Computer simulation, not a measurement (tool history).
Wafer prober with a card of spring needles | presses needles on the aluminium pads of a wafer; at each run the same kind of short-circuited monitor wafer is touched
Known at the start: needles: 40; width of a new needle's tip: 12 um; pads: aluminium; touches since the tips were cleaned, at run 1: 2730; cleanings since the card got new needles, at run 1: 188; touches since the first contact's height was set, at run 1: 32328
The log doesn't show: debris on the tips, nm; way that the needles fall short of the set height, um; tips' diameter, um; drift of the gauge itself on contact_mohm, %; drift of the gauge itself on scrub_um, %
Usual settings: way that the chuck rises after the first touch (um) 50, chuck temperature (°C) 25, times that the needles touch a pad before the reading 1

run   hour  way that the chuck rises after the first touch (um)  chuck temperature (°C)  times that the needles touch a pad before the reading  touches since the tips were cleaned  cleanings since the card got new needles  touches since the first contact's height was set  resistance of one needle with its contact and lead (mohm)  way that a needle slides on the pad (um)
  1    0.0                                                   50                      25                                                      1                                 2730                                       188                                             32328                                                        279                                     13.65
       1.1  -- tips cleaned on abrasive film
       5.4  -- tips cleaned on abrasive film
      10.6  -- tips cleaned on abrasive film
      15.9  -- tips cleaned on abrasive film
      20.1  -- tips cleaned on abrasive film
  2   22.1                                                   50                      25                                                      1                                 1373                                       193                                             47090                                                        244                                     13.59
      25.3  -- tips cleaned on abrasive film
      30.6  -- tips cleaned on abrasive film
      35.8  -- tips cleaned on abrasive film
      41.1  -- tips cleaned on abrasive film
  3   43.5                                                   50                      25                                                      1                                 1662                                       197                                             61436                                                        252                                     13.50
      45.7  -- tips cleaned on abrasive film
      51.0  -- tips cleaned on abrasive film
      55.2  -- tips cleaned on abrasive film
      60.4  -- tips cleaned on abrasive film
      64.7  -- tips cleaned on abrasive film
      68.9  -- tips cleaned on abrasive film
      73.1  -- tips cleaned on abrasive film
      73.4  -- height of the first contact set anew
  4   76.5                                                   50                      25                                                      1                                 2065                                       204                                              2065                                                        279                                     13.20
      78.6  -- tips cleaned on abrasive film
      82.9  -- tips cleaned on abrasive film
      87.1  -- tips cleaned on abrasive film
      91.3  -- tips cleaned on abrasive film
  5   92.5                                                   50                      25                                                      3                                  824                                       208                                             12756                                                        194                                     13.12
      95.7  -- tips cleaned on abrasive film
      99.9  -- tips cleaned on abrasive film
     105.2  -- tips cleaned on abrasive film
     110.5  -- tips cleaned on abrasive film
  6  112.9                                                   50                      25                                                      3                                 1636                                       212                                             26371                                                        206                                     12.95
     115.0  -- tips cleaned on abrasive film
     119.3  -- tips cleaned on abrasive film
     124.5  -- tips cleaned on abrasive film
     128.7  -- tips cleaned on abrasive film
     133.0  -- tips cleaned on abrasive film
     137.2  -- tips cleaned on abrasive film
     142.5  -- tips cleaned on abrasive film
     147.2  -- tips cleaned on abrasive film
  7  147.2                                                   50                      25                                                      1                                    0                                       220                                             49291                                                        183                                     12.81
     152.5  -- tips cleaned on abrasive film
     156.7  -- tips cleaned on abrasive film
     162.0  -- tips cleaned on abrasive film
     167.2  -- tips cleaned on abrasive film
     171.5  -- tips cleaned on abrasive film
     176.7  -- tips cleaned on abrasive film
     181.0  -- tips cleaned on abrasive film
  8  181.1                                                   50                      25                                                      1                                  103                                       227                                             71944                                                        192                                     12.68
     185.3  -- tips cleaned on abrasive film
     189.6  -- tips cleaned on abrasive film
     190.9  -- height of the first contact set anew, once more
     195.1  -- tips cleaned on abrasive film
     199.4  -- tips cleaned on abrasive film
     203.6  -- tips cleaned on abrasive film
     208.8  -- tips cleaned on abrasive film
  9  208.9                                                   50                      25                                                      1                                   34                                       233                                             12014                                                        178                                     13.83
     213.1  -- tips cleaned on abrasive film
     217.4  -- tips cleaned on abrasive film
     222.6  -- tips cleaned on abrasive film
     226.9  -- tips cleaned on abrasive film
     232.1  -- tips cleaned on abrasive film
 10  234.3                                                   50                      25                                                      1                                 1479                                       238                                             29004                                                        257                                     13.72
     236.4  -- tips cleaned on abrasive film
     241.7  -- tips cleaned on abrasive film
     247.0  -- tips cleaned on abrasive film
     251.2  -- tips cleaned on abrasive film
     256.5  -- tips cleaned on abrasive film
 11  256.9                                                   51                      25                                                      1                                  328                                       243                                             44127                                                        201                                     13.93
     261.2  -- tips cleaned on abrasive film
     266.4  -- tips cleaned on abrasive film
     270.7  -- tips cleaned on abrasive film
     274.9  -- tips cleaned on abrasive film
 12  277.2                                                   32                     100                                                      1                                 1617                                       247                                             57725                                                        373                                      8.55
     279.4  -- tips cleaned on abrasive film
     283.6  -- tips cleaned on abrasive film
     288.9  -- tips cleaned on abrasive film
     294.2  -- tips cleaned on abrasive film
 13  297.2                                                   35                      71                                                      2                                 2057                                       251                                             71057                                                        315                                      9.29
     299.3  -- tips cleaned on abrasive film
     303.6  -- tips cleaned on abrasive film
     307.8  -- tips cleaned on abrasive film
     312.0  -- tips cleaned on abrasive film
     312.3  -- height of the first contact set anew
     317.6  -- tips cleaned on abrasive film
     321.8  -- tips cleaned on abrasive film
     326.0  -- tips cleaned on abrasive film
 14  329.4                                                   50                      94                                                      2                                 2260                                       258                                             11421                                                        244                                     13.88
     330.5  -- tips cleaned on abrasive film
     335.8  -- tips cleaned on abrasive film
     340.0  -- tips cleaned on abrasive film
     345.2  -- tips cleaned on abrasive film
     350.5  -- tips cleaned on abrasive film
     354.7  -- tips cleaned on abrasive film
 15  355.2                                                   66                      30                                                      2                                  329                                       264                                             28664                                                        183                                     18.15
     359.4  -- tips cleaned on abrasive film
     363.7  -- tips cleaned on abrasive film
     367.9  -- tips cleaned on abrasive film
     372.1  -- tips cleaned on abrasive film
     377.4  -- tips cleaned on abrasive film
     381.6  -- tips cleaned on abrasive film
 16  384.6                                                   53                      69                                                      3                                 2073                                       270                                             48354                                                        209                                     14.44
     386.8  -- tips cleaned on abrasive film
     391.0  -- tips cleaned on abrasive film
     395.3  -- tips cleaned on abrasive film
     399.5  -- tips cleaned on abrasive film
     403.7  -- tips cleaned on abrasive film
     409.0  -- tips cleaned on abrasive film
     413.2  -- tips cleaned on abrasive film
     418.5  -- tips cleaned on abrasive film
 17  418.6                                                   52                      72                                                      1                                   83                                       278                                             70987                                                        194                                     14.11
     422.8  -- tips cleaned on abrasive film
     427.1  -- tips cleaned on abrasive film
     431.3  -- tips cleaned on abrasive film
     433.6  -- height of the first contact set anew
     435.8  -- tips cleaned on abrasive film
 18  438.8                                                   52                      32                                                      1                                 2039                                       282                                              3448                                                        277                                     14.42
     441.0  -- tips cleaned on abrasive film
     445.2  -- tips cleaned on abrasive film
     450.5  -- tips cleaned on abrasive film
     455.7  -- tips cleaned on abrasive film
     459.9  -- tips cleaned on abrasive film
     465.2  -- tips cleaned on abrasive film
 19  467.2                                                   48                      63                                                      1                                 1337                                       288                                             22403                                                        252                                     13.23
     470.4  -- tips cleaned on abrasive film
     474.6  -- tips cleaned on abrasive film
     478.8  -- tips cleaned on abrasive film
     483.0  -- tips cleaned on abrasive film
     487.3  -- tips cleaned on abrasive film
     492.5  -- tips cleaned on abrasive film
     497.8  -- tips cleaned on abrasive film
     502.0  -- tips cleaned on abrasive film
 20  504.5                                                   48                      63                                                      1                                 1713                                       296                                             47371                                                        272                                     13.02
     506.7  -- tips cleaned on abrasive film
     510.9  -- tips cleaned on abrasive film
     516.2  -- tips cleaned on abrasive film
     521.4  -- tips cleaned on abrasive film
     526.7  -- tips cleaned on abrasive film
     532.0  -- tips cleaned on abrasive film
     536.2  -- tips cleaned on abrasive film
 21  540.2                                                   33                      64                                                      1                                 2748                                       303                                             71258                                                        458                                      8.76
     541.3  -- tips cleaned on abrasive film
     545.6  -- tips cleaned on abrasive film
     550.8  -- tips cleaned on abrasive film
     555.3  -- height of the first contact set anew
     556.4  -- tips cleaned on abrasive film
     561.7  -- tips cleaned on abrasive film
     565.9  -- tips cleaned on abrasive film
     570.1  -- tips cleaned on abrasive film
 22  574.2                                                   33                      64                                                      1                                 2767                                       310                                             12633                                                        448                                      9.11

The same runs without the tool's hidden state, with the same run-to-run variation:
run  resistance of one needle with its contact and lead (mohm)  way that a needle slides on the pad (um)
  1                                                        168                                     13.86
  2                                                        168                                     13.89
  3                                                        165                                     13.89
  4                                                        167                                     13.99
  5                                                        169                                     13.99
  6                                                        168                                     13.90
  7                                                        166                                     13.90
  8                                                        168                                     13.92
  9                                                        166                                     13.91
 10                                                        167                                     13.88
 11                                                        166                                     14.19
 12                                                        187                                      8.90
 13                                                        181                                      9.71
 14                                                        181                                     13.95
 15                                                        168                                     18.35
 16                                                        174                                     14.75
 17                                                        175                                     14.58
 18                                                        172                                     14.44
 19                                                        172                                     13.37
 20                                                        171                                     13.33
 21                                                        175                                      9.22
 22                                                        176                                      9.19
